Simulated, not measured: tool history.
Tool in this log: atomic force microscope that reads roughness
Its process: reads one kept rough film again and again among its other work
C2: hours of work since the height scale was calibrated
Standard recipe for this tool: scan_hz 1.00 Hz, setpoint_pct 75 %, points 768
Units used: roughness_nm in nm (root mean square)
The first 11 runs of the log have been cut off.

{"run": 12, "hour": 358.5, "scan_hz": 1.72, "setpoint_pct": 75, "points": 768, "pictures with this tip": 57, "C2": 361, "roughness_nm": 4.099}
{"hour": 370.5, "done": "new tip fitted"}
{"run": 13, "hour": 391.2, "scan_hz": 1.0, "setpoint_pct": 75, "points": 768, "pictures with this tip": 19, "C2": 377, "roughness_nm": 4.402}
{"run": 14, "hour": 428.4, "scan_hz": 1.0, "setpoint_pct": 75, "points": 768, "pictures with this tip": 55, "C2": 396, "roughness_nm": 4.266}
{"hour": 444.7, "done": "new tip fitted"}
{"run": 15, "hour": 473.3, "scan_hz": 1.6, "setpoint_pct": 75, "points": 768, "pictures with this tip": 28, "C2": 417, "roughness_nm": 4.224}
{"run": 16, "hour": 508.7, "scan_hz": 1.6, "setpoint_pct": 75, "points": 768, "pictures with this tip": 62, "C2": 435, "roughness_nm": 4.083}
{"hour": 516.7, "done": "new tip fitted"}
{"run": 17, "hour": 552.1, "scan_hz": 1.6, "setpoint_pct": 79, "points": 768, "pictures with this tip": 34, "C2": 456, "roughness_nm": 4.15}
{"hour": 589.0, "done": "new tip fitted"}
{"run": 18, "hour": 589.5, "scan_hz": 1.6, "setpoint_pct": 65, "points": 398, "pictures with this tip": 0, "C2": 474, "roughness_nm": 4.45}
{"run": 19, "hour": 608.6, "scan_hz": 2.2, "setpoint_pct": 65, "points": 675, "pictures with this tip": 19, "C2": 483, "roughness_nm": 4.339}

Expected results for the next run?
{"run": 20, "hour": 649.2, "scan_hz": 1.0, "setpoint_pct": 71, "points": 837, "pictures with this tip": 57, "C2": 503, "roughness_nm": "?"}

roughness_nm: 4.274 nm (root mean square)
Had the tool carried no hidden state, the very same run would have given roughness_nm 4.526 nm (root mean square).
